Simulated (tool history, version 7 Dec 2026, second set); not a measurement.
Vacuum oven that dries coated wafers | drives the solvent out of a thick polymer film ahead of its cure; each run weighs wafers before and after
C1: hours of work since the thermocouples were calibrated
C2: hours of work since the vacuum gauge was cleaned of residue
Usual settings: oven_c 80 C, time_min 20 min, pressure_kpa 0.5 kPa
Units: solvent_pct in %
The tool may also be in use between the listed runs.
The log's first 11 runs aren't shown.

Run 12, hour 987.3: usual settings but pressure_kpa 1.646 kPa; C1 626; C2 1037. Result: solvent_pct 3.836 %.
Run 13, hour 1038.3: usual settings but pressure_kpa 1.646 kPa; C1 659; C2 1070. Result: solvent_pct 3.837 %.
At hour 1101.7: oven's thermocouples calibrated.
Run 14, hour 1144.3: usual settings but pressure_kpa 1.646 kPa; C1 27; C2 1136. Result: solvent_pct 3.843 %.
Run 15, hour 1195.9: usual settings but time_min 30 min, pressure_kpa 1.646 kPa; C1 60; C2 1169. Result: solvent_pct 2.167 %.
Run 16, hour 1286.3: usual settings but time_min 30 min, pressure_kpa 1.646 kPa; C1 118; C2 1227. Result: solvent_pct 2.176 %.
At hour 1298: vacuum gauge cleaned of residue and calibrated.
Run 17, hour 1412.8: usual settings but time_min 10 min, pressure_kpa 1.646 kPa; C1 198; C2 73. Result: solvent_pct 7.551 %.
Run 18, hour 1481.6: usual settings but time_min 10 min, pressure_kpa 1.646 kPa; C1 242; C2 117. Result: solvent_pct 7.562 %.
Run 19, hour 1537.6: usual settings but oven_c 82 C, time_min 18 min, pressure_kpa 0.549 kPa; C1 278; C2 153. Result: solvent_pct 3.361 %.
Run 20, hour 1629.6: usual settings but oven_c 82 C, time_min 18 min, pressure_kpa 0.549 kPa; C1 336; C2 212. Result: solvent_pct 3.362 %.
Run 21, hour 1691.4: usual settings but time_min 22 min, pressure_kpa 0.573 kPa; C1 376; C2 251. Result: solvent_pct 2.945 %.
Run 22, hour 1759.7: usual settings but oven_c 81 C, time_min 22 min, pressure_kpa 1.437 kPa; C1 420; C2 295. Result: solvent_pct 3.053 %.
Run 23, hour 1821.8: usual settings but oven_c 81 C, time_min 22 min, pressure_kpa 1.437 kPa; C1 459; C2 335. Result: solvent_pct 3.036 %.
Run 24, hour 1917.8: usual settings but oven_c 81 C, time_min 22 min, pressure_kpa 1.437 kPa; C1 521; C2 396. Result: solvent_pct 3.062 %.
Run 25, hour 2041.6: usual settings but oven_c 81 C, time_min 22 min, pressure_kpa 1.437 kPa; C1 600; C2 475. Result: solvent_pct 3.03 %.
Run 26, hour 2110.2: usual settings but oven_c 81 C, time_min 22 min, pressure_kpa 1.437 kPa; C1 644; C2 519. Result: solvent_pct 3.026 %.
Run 27, hour 2183.3: usual settings but oven_c 81 C, time_min 22 min, pressure_kpa 1.437 kPa; C1 690; C2 566. Result: solvent_pct 3.03 %.
At hour 2196.4: oven's thermocouples calibrated.
Run 28, hour 2245.9: usual settings but oven_c 81 C, time_min 22 min, pressure_kpa 1.437 kPa; C1 32; C2 605. Result: solvent_pct 3.039 %.
Run 29, hour 2339.8: usual settings but time_min 26 min, pressure_kpa 0.455 kPa; C1 92; C2 665. Result: solvent_pct 2.135 %.
Run 30, hour 2436.1: usual settings but oven_c 69 C, time_min 15 min, pressure_kpa 0.455 kPa; C1 153; C2 726. Result: solvent_pct 8.365 %.
Run 31, hour 2488.2: usual settings but oven_c 69 C, time_min 13 min, pressure_kpa 1.324 kPa; C1 186; C2 759. Result: solvent_pct 9.447 %.
Run 32, hour 2600.8: usual settings but oven_c 68 C, time_min 14 min, pressure_kpa 0.643 kPa; C1 258; C2 831. Result: solvent_pct 9.106 %.
Run 33, hour 2683.9: usual settings but oven_c 65 C, time_min 17 min, pressure_kpa 1.758 kPa; C1 312; C2 885. Result: solvent_pct 9.63 %.

Forecast each of these 5 alternatives for the next run:
Run A, hour 2790: usual settings but oven_c 94 C, time_min 23 min, pressure_kpa 0.409 kPa; C1 379; C2 952. Result: solvent_pct ?.
Run B, hour 2790: usual settings but oven_c 65 C, time_min 36 min, pressure_kpa 1.758 kPa; C1 379; C2 952. Result: solvent_pct ?.
Run C, hour 2790: usual settings but oven_c 72 C; C1 379; C2 952. Result: solvent_pct ?.
Run D, hour 2790: usual settings but oven_c 86 C, time_min 17 min, pressure_kpa 1.758 kPa; C1 379; C2 952. Result: solvent_pct ?.
Run E, hour 2790: usual settings but oven_c 72 C, pressure_kpa 1.093 kPa; C1 379; C2 952. Result: solvent_pct ?.

run  solvent_pct
  A        0.468
  B        5.767
  C        5.788
  D        3.017
  E          6.1
Without the tool's hidden state the same runs would have given:
run  solvent_pct
  A        0.466
  B        5.768
  C        5.791
  D         3.02
  E        6.104
